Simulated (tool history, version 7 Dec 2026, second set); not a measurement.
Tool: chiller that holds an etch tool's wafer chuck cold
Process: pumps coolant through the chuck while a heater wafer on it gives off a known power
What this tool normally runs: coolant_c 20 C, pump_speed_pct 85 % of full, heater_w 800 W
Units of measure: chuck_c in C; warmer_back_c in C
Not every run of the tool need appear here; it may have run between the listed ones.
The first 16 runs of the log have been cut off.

run    hour  coolant_c  pump_speed_pct  heater_w  hours since the coolant was changed and the channels were flushed  hours since the pump was overhauled  hours since the chiller's thermometer was calibrated  chuck_c  warmer_back_c
 17    1345         14              80       520                                                               3169                                 1898                                                  1345    18.98           1.25
 18  1402.7         14              90       520                                                               3227                                 1955                                                  1403    18.55           1.09
 19  1498.1         14              85       569                                                               3322                                 2051                                                  1498    19.12           1.35
 20  1565.4         20              70       818                                                               3389                                 2118                                                  1565    28.55           2.37
 21  1666.6         29              79       686                                                               3490                                 2219                                                  1667    35.53           1.72
 22  1748.4         29              79       686                                                               3572                                 2301                                                  1748    35.59           1.72
 23  1817.9         29              79       686                                                               3642                                 2371                                                  1818    35.63           1.69
 24  1879.1         29              79       693                                                               3703                                 2432                                                  1879    35.72           1.76
 25  1945.7         14              79       793                                                               3770                                 2498                                                  1946    21.73           2.02
 26  1998.1         12              86       800                                                               3822                                 2551                                                  1998     19.4           1.79
 27  2100.2         22              90      1028                                                               3924                                 2653                                                  2100    31.31           2.23
 28  2207.1         20              85       858                                                               4031                                 2760                                                  2207    28.02           2.01
 29  2263.7         20              85       858                                                               4087                                 2816                                                  2264    27.95           1.99
 30  2349.7         20              85       858                                                               4173                                 2902                                                  2350    27.88           2.06
 31  2436.4         20              85       858                                                               4260                                 2989                                                  2436    27.75           2.02
 32  2535.7         17              83       585                                                               4360                                 3088                                                  2536    22.35           1.42

Branching from run 32: 3 alternative next runs. What would each branch give?
  A  2624.9         20              68       800                                                               4449                                 3178                                                  2625        ?              ?
  B  2624.9         20              64       661                                                               4449                                 3178                                                  2625        ?              ?
  C  2624.9         17              77      1192                                                               4449                                 3178                                                  2625        ?              ?

run  chuck_c  warmer_back_c
  A    28.66           2.48
  B    27.42           2.21
  C    29.15           3.19
Had the tool no hidden state, the same runs would have come out as:
run  chuck_c  warmer_back_c
  A    27.96           2.27
  B    26.87           2.02
  C    28.04           2.92

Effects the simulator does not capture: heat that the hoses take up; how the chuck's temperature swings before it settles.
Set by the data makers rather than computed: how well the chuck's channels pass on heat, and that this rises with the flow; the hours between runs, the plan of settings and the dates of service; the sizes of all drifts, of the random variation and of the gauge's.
